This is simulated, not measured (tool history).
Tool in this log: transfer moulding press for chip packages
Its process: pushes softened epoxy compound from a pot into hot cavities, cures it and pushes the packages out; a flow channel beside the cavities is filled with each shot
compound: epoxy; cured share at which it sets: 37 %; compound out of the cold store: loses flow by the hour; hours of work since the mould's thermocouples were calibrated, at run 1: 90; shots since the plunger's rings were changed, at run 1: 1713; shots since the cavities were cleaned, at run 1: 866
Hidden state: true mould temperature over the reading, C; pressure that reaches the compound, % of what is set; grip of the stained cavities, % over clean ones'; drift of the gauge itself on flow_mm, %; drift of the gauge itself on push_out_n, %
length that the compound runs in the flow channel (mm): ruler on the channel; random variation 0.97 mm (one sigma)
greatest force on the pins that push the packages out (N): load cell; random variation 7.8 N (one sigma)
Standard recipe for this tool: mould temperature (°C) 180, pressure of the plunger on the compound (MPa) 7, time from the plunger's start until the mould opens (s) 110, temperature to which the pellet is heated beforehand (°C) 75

run    hour  mould temperature (°C)  pressure of the plunger on the compound (MPa)  time from the plunger's start until the mould opens (s)  temperature to which the pellet is heated beforehand (°C)  hours of work since the mould's thermocouples were calibrated  shots since the plunger's rings were changed  shots since the cavities were cleaned  incoming compound's hours out of the cold store  length that the compound runs in the flow channel (mm)  greatest force on the pins that push the packages out (N)
  1       0                     180                                              7                                                      110                                                         75                                                             90                                          1713                                    866                                             39.4                                                     842                                                        342
       43.1  -- cavities cleaned with cleaning compound and waxed
  2    43.1                     180                                              7                                                      110                                                         75                                                            108                                          2003                                      0                                             13.2                                                   926.1                                                        359
  3     100                     180                                              7                                                      110                                                         75                                                            133                                          2400                                    397                                             19.6                                                   905.9                                                        343
      185.3  -- plunger's sealing rings changed
  4   193.6                     180                                              7                                                      110                                                         75                                                            173                                            58                                   1032                                               33                                                   862.5                                                        326
      217.2  -- cavities cleaned with cleaning compound and waxed
  5   285.7                     180                                           8.27                                                      110                                                         75                                                            212                                           690                                    478                                             16.3                                                     995                                                        355
  6   344.1                     180                                           8.27                                                      110                                                         75                                                            238                                          1097                                    885                                             46.1                                                   895.6                                                        336
      386.5  -- cavities cleaned with cleaning compound and waxed
  7   435.8                     177                                              7                                                      110                                                         75                                                            277                                          1725                                    343                                             20.7                                                   905.6                                                        402
  8   487.4                     188                                              7                                                      110                                                         75                                                            300                                          2085                                    703                                             28.6                                                   862.4                                                        286
      552.8  -- cavities cleaned with cleaning compound and waxed
  9   558.3                     180                                              7                                                      110                                                         83                                                            330                                          2569                                     39                                             29.1                                                   872.4                                                        333
 10   607.7                     180                                              7                                                      110                                                         83                                                            352                                          2913                                    383                                             14.8                                                     921                                                        349
      618.8  -- plunger's sealing rings changed
 11   706.5                     180                                              7                                                      110                                                         83                                                            394                                           611                                   1054                                             14.2                                                   921.3                                                        325
      719.5  -- cavities cleaned with cleaning compound and waxed
 12   784.2                     173                                              7                                                      110                                                         75                                                            427                                          1143                                    451                                             19.3                                                   918.9                                                        485
 13   878.3                     173                                              7                                                      110                                                         75                                                            469                                          1799                                   1107                                             27.2                                                   891.4                                                        477
      888.9  -- cavities cleaned with cleaning compound and waxed
      911.9  -- mould's thermocouples calibrated
 14   977.8                     173                                           5.33                                                       93                                                         67                                                             29                                          2468                                    606                                             44.6                                                   731.7                                                        673
     1053.9  -- plunger's sealing rings changed
       1062  -- cavities cleaned with cleaning compound and waxed
 15  1069.2                     179                                           5.76                                                       93                                                         67                                                             67                                            97                                     50                                             20.3                                                   818.7                                                        502
 16  1145.1                     172                                           6.57                                                       91                                                         80                                                            100                                           626                                    579                                             23.6                                                   877.6                                                        769
 17  1223.1                     172                                           6.78                                                       99                                                         80                                                            134                                          1169                                   1122                                             34.9                                                   854.1                                                        641
     1229.4  -- cavities cleaned with cleaning compound and waxed
 18  1301.9                     188                                           7.62                                                      110                                                         77                                                            168                                          1708                                    505                                             39.6                                                   867.1                                                        293
 19  1387.9                     188                                           8.69                                                      133                                                         77                                                            206                                          2308                                   1105                                             33.8                                                   943.9                                                        280
     1394.3  -- cavities cleaned with cleaning compound and waxed
 20  1459.4                     182                                            5.2                                                       97                                                         84                                                            237                                          2796                                    455                                             22.4                                                     768                                                        376
     1484.8  -- plunger's sealing rings changed
 21    1535                     182                                           5.98                                                      146                                                         73                                                            268                                           350                                    964                                             34.8                                                   788.7                                                        284
     1563.4  -- cavities cleaned with cleaning compound and waxed
 22  1621.1                     182                                           5.83                                                      111                                                         71                                                            305                                           939                                    401                                               32                                                     786                                                        329
 23  1675.3                     174                                           5.83                                                      111                                                         71                                                            329                                          1317                                    779                                             45.4                                                     761                                                        424
     1733.7  -- cavities cleaned with cleaning compound and waxed
 24  1760.8                     187                                           5.83                                                      111                                                         71                                                            366                                          1903                                    189                                             14.3                                                   832.6                                                        293
 25  1809.9                     187                                           8.23                                                      111                                                         85                                                            387                                          2245                                    531                                             45.8                                                   882.3                                                        291
     1904.2  -- cavities cleaned with cleaning compound and waxed
 26  1908.1                     185                                           7.56                                                      110                                                         80                                                            430                                          2919                                     27                                             23.8                                                   916.8                                                        302

Consider 5 possible next runs. They are alternatives, not a sequence: every one starts from the tool as it was left by run 26. What does each give?
     1919.6  -- plunger's sealing rings changed
  A  1955.3                     181                                              7                                                      112                                                         75                                                            449                                           249                                    339                                             29.1                                                       ?                                                          ?
     1919.6  -- plunger's sealing rings changed
  B  1955.3                     176                                           8.26                                                      110                                                         84                                                            449                                           249                                    339                                             40.9                                                       ?                                                          ?
     1919.6  -- plunger's sealing rings changed
  C  1955.3                     176                                           7.48                                                      144                                                         75                                                            449                                           249                                    339                                             31.8                                                       ?                                                          ?
     1919.6  -- plunger's sealing rings changed
  D  1955.3                     175                                              7                                                      112                                                         75                                                            449                                           249                                    339                                             27.3                                                       ?                                                          ?
     1919.6  -- plunger's sealing rings changed
  E  1955.3                     180                                              7                                                      110                                                         78                                                            449                                           249                                    339                                             33.6                                                       ?                                                          ?

run  length that the compound runs in the flow channel (mm)  greatest force on the pins that push the packages out (N)
  A                                                   872.8                                                        323
  B                                                   917.5                                                        392
  C                                                   900.8                                                        301
  D                                                     887                                                        426
  E                                                   860.8                                                        343
Take away the tool's hidden state, keep each run's random variation, and the runs would have read:
run  length that the compound runs in the flow channel (mm)  greatest force on the pins that push the packages out (N)
  A                                                   872.8                                                        321
  B                                                   917.6                                                        390
  C                                                   900.9                                                        299
  D                                                     887                                                        424
  E                                                   860.8                                                        341

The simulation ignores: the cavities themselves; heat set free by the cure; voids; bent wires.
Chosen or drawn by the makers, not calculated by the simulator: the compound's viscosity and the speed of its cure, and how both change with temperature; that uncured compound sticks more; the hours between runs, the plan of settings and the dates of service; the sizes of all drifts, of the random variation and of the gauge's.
